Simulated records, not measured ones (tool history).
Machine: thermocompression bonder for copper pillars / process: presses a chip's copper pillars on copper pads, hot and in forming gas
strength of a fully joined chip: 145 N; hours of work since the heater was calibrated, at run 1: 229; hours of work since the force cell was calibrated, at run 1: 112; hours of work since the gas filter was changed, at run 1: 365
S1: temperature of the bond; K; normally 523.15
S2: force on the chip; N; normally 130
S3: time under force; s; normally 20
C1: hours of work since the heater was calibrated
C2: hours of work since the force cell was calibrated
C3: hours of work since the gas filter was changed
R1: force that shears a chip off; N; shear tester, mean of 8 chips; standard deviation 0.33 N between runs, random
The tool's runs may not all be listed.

{"run": 1, "day": 0.0, "S1": 523.15, "S2": 130, "S3": 20, "C1": 229, "C2": 112, "C3": 365, "R1": 55.5}
{"run": 2, "day": 0.379, "S1": 523.15, "S2": 130, "S3": 20, "C1": 236, "C2": 119, "C3": 372, "R1": 55.3}
{"day": 0.483, "done": "forming gas filter changed"}
{"run": 3, "day": 0.762, "S1": 523.15, "S2": 130, "S3": 20, "C1": 242, "C2": 125, "C3": 5, "R1": 57.4}
{"run": 4, "day": 0.954, "S1": 523.15, "S2": 130, "S3": 11, "C1": 246, "C2": 129, "C3": 8, "R1": 44.0}
{"run": 5, "day": 1.275, "S1": 523.15, "S2": 130, "S3": 20, "C1": 251, "C2": 134, "C3": 14, "R1": 56.6}
{"run": 6, "day": 1.5, "S1": 523.15, "S2": 130, "S3": 20, "C1": 255, "C2": 138, "C3": 18, "R1": 56.5}
{"run": 7, "day": 1.779, "S1": 523.15, "S2": 130, "S3": 20, "C1": 260, "C2": 143, "C3": 23, "R1": 57.2}
{"run": 8, "day": 1.958, "S1": 523.15, "S2": 130, "S3": 20, "C1": 263, "C2": 146, "C3": 26, "R1": 56.8}
{"run": 9, "day": 2.225, "S1": 523.15, "S2": 90, "S3": 20, "C1": 268, "C2": 151, "C3": 31, "R1": 36.6}
{"run": 10, "day": 2.479, "S1": 549.15, "S2": 130, "S3": 20, "C1": 272, "C2": 155, "C3": 35, "R1": 76.7}
{"run": 11, "day": 2.688, "S1": 549.15, "S2": 130, "S3": 20, "C1": 276, "C2": 159, "C3": 39, "R1": 76.9}
{"run": 12, "day": 2.917, "S1": 549.15, "S2": 130, "S3": 20, "C1": 280, "C2": 163, "C3": 43, "R1": 76.7}
{"run": 13, "day": 3.188, "S1": 549.15, "S2": 130, "S3": 20, "C1": 285, "C2": 168, "C3": 47, "R1": 76.3}
{"run": 14, "day": 3.379, "S1": 549.15, "S2": 130, "S3": 20, "C1": 288, "C2": 171, "C3": 51, "R1": 77.0}
{"run": 15, "day": 3.554, "S1": 523.15, "S2": 130, "S3": 20, "C1": 291, "C2": 174, "C3": 54, "R1": 56.0}
{"run": 16, "day": 3.825, "S1": 523.15, "S2": 130, "S3": 20, "C1": 296, "C2": 179, "C3": 59, "R1": 56.7}
{"run": 17, "day": 4.212, "S1": 523.15, "S2": 181, "S3": 20, "C1": 303, "C2": 186, "C3": 65, "R1": 79.7}
{"run": 18, "day": 4.525, "S1": 523.15, "S2": 130, "S3": 20, "C1": 308, "C2": 191, "C3": 71, "R1": 56.9}
{"run": 19, "day": 4.842, "S1": 542.15, "S2": 130, "S3": 20, "C1": 314, "C2": 197, "C3": 76, "R1": 70.8}
{"run": 20, "day": 4.996, "S1": 542.15, "S2": 130, "S3": 20, "C1": 316, "C2": 200, "C3": 79, "R1": 71.2}
{"run": 21, "day": 5.262, "S1": 542.15, "S2": 130, "S3": 57, "C1": 321, "C2": 204, "C3": 84, "R1": 98.8}
{"run": 22, "day": 5.512, "S1": 542.15, "S2": 130, "S3": 57, "C1": 325, "C2": 209, "C3": 88, "R1": 97.6}
{"run": 23, "day": 5.888, "S1": 542.15, "S2": 130, "S3": 57, "C1": 332, "C2": 215, "C3": 95, "R1": 98.2}
{"run": 24, "day": 6.162, "S1": 542.15, "S2": 130, "S3": 57, "C1": 337, "C2": 220, "C3": 100, "R1": 98.6}
{"run": 25, "day": 6.458, "S1": 542.15, "S2": 130, "S3": 57, "C1": 342, "C2": 225, "C3": 105, "R1": 99.0}
{"run": 26, "day": 6.692, "S1": 523.15, "S2": 125, "S3": 20, "C1": 346, "C2": 229, "C3": 109, "R1": 53.6}
{"run": 27, "day": 7.033, "S1": 523.15, "S2": 157, "S3": 42, "C1": 352, "C2": 235, "C3": 115, "R1": 86.7}
{"run": 28, "day": 7.396, "S1": 523.15, "S2": 157, "S3": 42, "C1": 358, "C2": 242, "C3": 121, "R1": 88.3}
{"run": 29, "day": 7.638, "S1": 523.15, "S2": 157, "S3": 24, "C1": 363, "C2": 246, "C3": 125, "R1": 73.3}
{"run": 30, "day": 7.792, "S1": 497.15, "S2": 179, "S3": 24, "C1": 365, "C2": 249, "C3": 128, "R1": 60.0}
{"run": 31, "day": 8.05, "S1": 523.15, "S2": 193, "S3": 20, "C1": 370, "C2": 253, "C3": 133, "R1": 84.5}
{"run": 32, "day": 8.225, "S1": 548.15, "S2": 79, "S3": 56, "C1": 373, "C2": 256, "C3": 136, "R1": 65.5}
{"run": 33, "day": 8.6, "S1": 548.15, "S2": 79, "S3": 56, "C1": 380, "C2": 263, "C3": 142, "R1": 64.9}
{"run": 34, "day": 8.779, "S1": 548.15, "S2": 79, "S3": 56, "C1": 383, "C2": 266, "C3": 145, "R1": 65.5}
{"run": 35, "day": 9.083, "S1": 502.15, "S2": 123, "S3": 20, "C1": 388, "C2": 271, "C3": 151, "R1": 38.5}
{"run": 36, "day": 9.421, "S1": 502.15, "S2": 123, "S3": 20, "C1": 394, "C2": 277, "C3": 157, "R1": 38.7}
{"run": 37, "day": 9.625, "S1": 547.15, "S2": 91, "S3": 20, "C1": 398, "C2": 281, "C3": 160, "R1": 50.5}
{"run": 38, "day": 9.992, "S1": 523.15, "S2": 157, "S3": 18, "C1": 404, "C2": 287, "C3": 167, "R1": 65.8}
{"run": 39, "day": 10.229, "S1": 500.15, "S2": 134, "S3": 22, "C1": 408, "C2": 291, "C3": 171, "R1": 43.6}
{"run": 40, "day": 10.612, "S1": 525.15, "S2": 190, "S3": 17, "C1": 415, "C2": 298, "C3": 178, "R1": 79.6}

Across each entry between runs, compare the hidden state at the last listed run before it with the hidden state at the first listed run after it:
Between runs 2 and 3: forming gas filter changed (day 0.483)
  true temperature of the bond over the reading, C: -3.1 -> -3.2; oxide that the forming gas leaves, % of the face: 3.15 -> 0.65
  measured result minus the result with no hidden state, R1: -3.4 -> -1.9 N
